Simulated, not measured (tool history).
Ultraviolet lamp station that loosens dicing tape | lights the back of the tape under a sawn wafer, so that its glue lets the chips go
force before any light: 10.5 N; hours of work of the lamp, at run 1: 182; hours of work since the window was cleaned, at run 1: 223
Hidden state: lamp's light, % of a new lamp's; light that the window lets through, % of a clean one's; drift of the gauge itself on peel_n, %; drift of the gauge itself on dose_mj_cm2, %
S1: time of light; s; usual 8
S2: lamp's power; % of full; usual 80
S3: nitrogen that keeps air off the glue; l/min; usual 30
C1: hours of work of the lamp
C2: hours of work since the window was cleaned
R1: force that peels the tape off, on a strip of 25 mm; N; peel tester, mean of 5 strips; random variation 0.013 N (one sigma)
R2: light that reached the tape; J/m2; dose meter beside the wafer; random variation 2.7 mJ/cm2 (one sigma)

| run | hour | S1 | S2 | S3 | C1 | C2 | R1 | R2 |
|---|---|---|---|---|---|---|---|---|
| 1 | 0 | 8 | 80 | 30 | 182 | 223 | 0.906 | 3140 |
| 2 | 30 | 8 | 80 | 30 | 202 | 243 | 0.948 | 3090 |
| 3 | 58.7 | 8 | 80 | 30 | 221 | 262 | 1.002 | 3080 |
| 4 | 96 | 8 | 80 | 30 | 246 | 287 | 1.017 | 2960 |
| 5 | 128.6 | 8 | 80 | 30 | 268 | 309 | 1.085 | 2940 |
| 6 | 157.1 | 8 | 80 | 30 | 287 | 328 | 1.071 | 2840 |
|  | 161.1 | window cleaned of glue's vapour |
| 7 | 197.7 | 8 | 80 | 30 | 314 | 24 | 1.325 | 2700 |

The next listed run, before its measurement:
| 8 | 214.6 | 6 | 80 | 10 | 325 | 36 | ? | ? |

{"run 8": {"R1": 3.099, "R2": 1970}}
Without the tool's hidden state the same run would have given R1 1.871 N, R2 2810 J/m2.
